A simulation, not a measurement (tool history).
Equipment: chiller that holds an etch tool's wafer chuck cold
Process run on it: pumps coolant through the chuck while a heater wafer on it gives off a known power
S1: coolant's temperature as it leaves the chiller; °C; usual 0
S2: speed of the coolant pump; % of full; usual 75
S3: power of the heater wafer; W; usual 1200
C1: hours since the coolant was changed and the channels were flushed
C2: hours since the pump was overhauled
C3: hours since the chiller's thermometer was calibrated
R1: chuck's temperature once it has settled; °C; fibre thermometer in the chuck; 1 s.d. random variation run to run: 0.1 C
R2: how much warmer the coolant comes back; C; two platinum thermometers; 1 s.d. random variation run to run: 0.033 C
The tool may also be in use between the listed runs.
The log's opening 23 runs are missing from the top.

-- hour=1518.3 gauge calibrated
run 24 hour=1524.7 | S1=0 S2=75 S3=1273 | C1=4562 C2=1551 C3=443 | R1=11.6 R2=4.52
run 25 hour=1616.4 | S1=0 S2=75 S3=1340 | C1=4654 C2=1643 C3=534 | R1=12.1 R2=4.68
run 26 hour=1709.7 | S1=2 S2=75 S3=1574 | C1=4747 C2=1736 C3=628 | R1=16.3 R2=5.55
run 27 hour=1756.2 | S1=2 S2=75 S3=1574 | C1=4793 C2=1782 C3=674 | R1=16.3 R2=5.51
run 28 hour=1821.1 | S1=2 S2=63 S3=615 | C1=4858 C2=1847 C3=739 | R1=8.3 R2=2.55
run 29 hour=1867.9 | S1=2 S2=63 S3=615 | C1=4905 C2=1894 C3=786 | R1=8.4 R2=2.59
run 30 hour=1924.9 | S1=2 S2=91 S3=845 | C1=4962 C2=1951 C3=843 | R1=8.6 R2=2.31
run 31 hour=2005.1 | S1=-5 S2=75 S3=1400 | C1=5042 C2=2031 C3=923 | R1=7.5 R2=4.90
run 32 hour=2075.9 | S1=-5 S2=75 S3=1400 | C1=5113 C2=2102 C3=994 | R1=7.6 R2=4.86

What if the next run were any one of these 4? Each begins from the tool's condition after run 32:
run A hour=2136.0 | S1=7 S2=83 S3=733 | C1=5173 C2=2162 C3=1054 | R1=? R2=?
run B hour=2136.0 | S1=1 S2=67 S3=1321 | C1=5173 C2=2162 C3=1054 | R1=? R2=?
run C hour=2136.0 | S1=-5 S2=75 S3=1670 | C1=5173 C2=2162 C3=1054 | R1=? R2=?
run D hour=2136.0 | S1=4 S2=84 S3=604 | C1=5173 C2=2162 C3=1054 | R1=? R2=?

run=A R1=13.2 R2=2.21
run=B R1=13.9 R2=5.17
run=C R1=10.1 R2=5.78
run=D R1=8.9 R2=1.78
Had the tool no hidden state, the same runs would have come out as:
run=A R1=13.2 R2=2.31
run=B R1=13.9 R2=5.27
run=C R1=10.1 R2=5.88
run=D R1=8.9 R2=1.89
